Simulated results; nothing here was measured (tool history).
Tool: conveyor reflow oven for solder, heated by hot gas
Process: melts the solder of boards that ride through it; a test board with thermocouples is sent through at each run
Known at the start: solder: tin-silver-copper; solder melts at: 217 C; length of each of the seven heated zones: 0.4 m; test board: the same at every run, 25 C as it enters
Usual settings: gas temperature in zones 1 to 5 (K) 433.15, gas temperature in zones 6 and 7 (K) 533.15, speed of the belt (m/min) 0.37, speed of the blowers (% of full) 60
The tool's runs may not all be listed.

run   hour  gas temperature in zones 1 to 5 (K)  gas temperature in zones 6 and 7 (K)  speed of the belt (m/min)  speed of the blowers (% of full)  highest temperature of the board (K)  time above the solder's melting point (s)
  1      0                               433.15                                533.15                       0.37                                60                                515.75                                       76.4
  2   10.2                               433.15                                533.15                       0.37                                60                                515.65                                       75.6
  3   20.2                               425.15                                533.15                       0.37                                60                                513.85                                       69.1
  4   35.2                               423.15                                533.15                       0.37                                60                                513.35                                       66.7
  5   50.1                               423.15                                533.15                       0.37                                60                                513.45                                       66.4
  6   60.3                               433.15                                533.15                      0.407                                60                                511.55                                       60.4
  7   71.3                               433.15                                533.15                      0.407                                60                                511.45                                       60.1
  8   87.6                               433.15                                533.15                      0.344                                60                                517.45                                         85
     100.4  -- flux residue cleaned out of gas plates and filters
  9  108.1                               433.15                                533.15                       0.37                                60                                517.55                                       80.5
 10  116.2                               433.15                                533.15                      0.333                                60                                520.65                                       96.9
 11  125.8                               433.15                                533.15                      0.333                                60                                519.95                                       96.4
 12  133.2                               438.15                                533.15                       0.37                                60                                518.35                                       83.5
 13  144.4                               433.15                                526.15                       0.37                                60                                511.05                                       69.1
 14  160.3                               433.15                                533.15                       0.37                                60                                516.95                                       79.3
 15  170.2                               433.15                                533.15                       0.37                                60                                517.45                                         80
 16  178.9                               425.15                                533.15                       0.37                                57                                514.75                                       71.4
 17    194                               425.15                                533.15                       0.37                                57                                514.45                                       71.4
 18  202.6                               425.15                                526.15                      0.421                                57                                504.05                                       41.9
     207.7  -- belt drive overhauled, speed set with a stopwatch
 19  216.9                               430.15                                526.15                      0.421                                80                                510.85                                       59.2
 20  223.5                               440.15                                535.15                      0.421                                80                                519.95                                       76.9
 21  235.4                               434.15                                540.15                      0.421                                62                                519.05                                       71.9
 22  247.6                               433.15                                533.15                      0.366                                60                                517.15                                       80.9
 23  258.3                               433.15                                545.15                       0.37                                63                                527.95                                       93.6
 24  272.9                               430.15                                533.15                      0.403                                60                                513.05                                       63.6
 25  286.2                               437.15                                537.15                      0.346                                75                                525.35                                      101.9
 26  292.9                               437.15                                537.15                      0.346                                75                                525.55                                      101.8
     306.9  -- belt drive overhauled, speed set with a stopwatch, once more
 27  308.5                               437.15                                537.15                      0.327                                88                                528.55                                      112.6
 28  321.3                               425.15                                533.15                      0.301                                60                                521.25                                      103.6
 29    336                               446.15                                527.15                      0.316                                53                                515.35                                       99.6
 30  349.8                               433.15                                533.15                      0.342                                60                                518.15                                       88.5

Measured less the same run without the tool's hidden state. The same run-to-run variation is in both; the gauge's scatter may not be:
The hidden state here: heat that the gas passes to the board, % of a clean oven's; belt's true speed, % of the reading; true gas temperature in zones 6 and 7 over the reading, C; drift of the gauge itself on peak_c, C; drift of the gauge itself on liquid_s, %.
run  highest temperature of the board (K)  time above the solder's melting point (s)
  1                                  -2.1                                       -4.2
  2                                  -2.2                                       -4.4
  3                                  -2.4                                       -4.9
  4                                  -2.6                                       -5.2
  5                                  -2.7                                       -5.4
  6                                  -2.8                                       -5.5
  7                                  -2.8                                       -5.6
  8                                  -2.5                                       -4.9
  9                                  -0.2                                       +0.3
 10                                  -0.2                                       +0.3
 11                                  -0.3                                       +0.2
 12                                  -0.3                                       +0.1
 13                                  -0.5                                       -0.3
 14                                  -0.5                                       -0.3
 15                                  -0.6                                       -0.4
 16                                  -0.7                                       -0.6
 17                                  -0.8                                       -0.8
 18                                  -0.8                                       -1.5
 19                                  -0.9                                         -1
 20                                    -1                                       -0.4
 21                                    -1                                       -0.5
 22                                    -1                                       -0.8
 23                                  -1.1                                       -0.3
 24                                  -1.1                                       -1.4
 25                                  -1.3                                       -0.6
 26                                  -1.3                                       -0.7
 27                                  -1.6                                       -2.6
 28                                  -1.6                                       -3.4
 29                                  -1.5                                       -3.5
 30                                  -1.9                                       -3.8
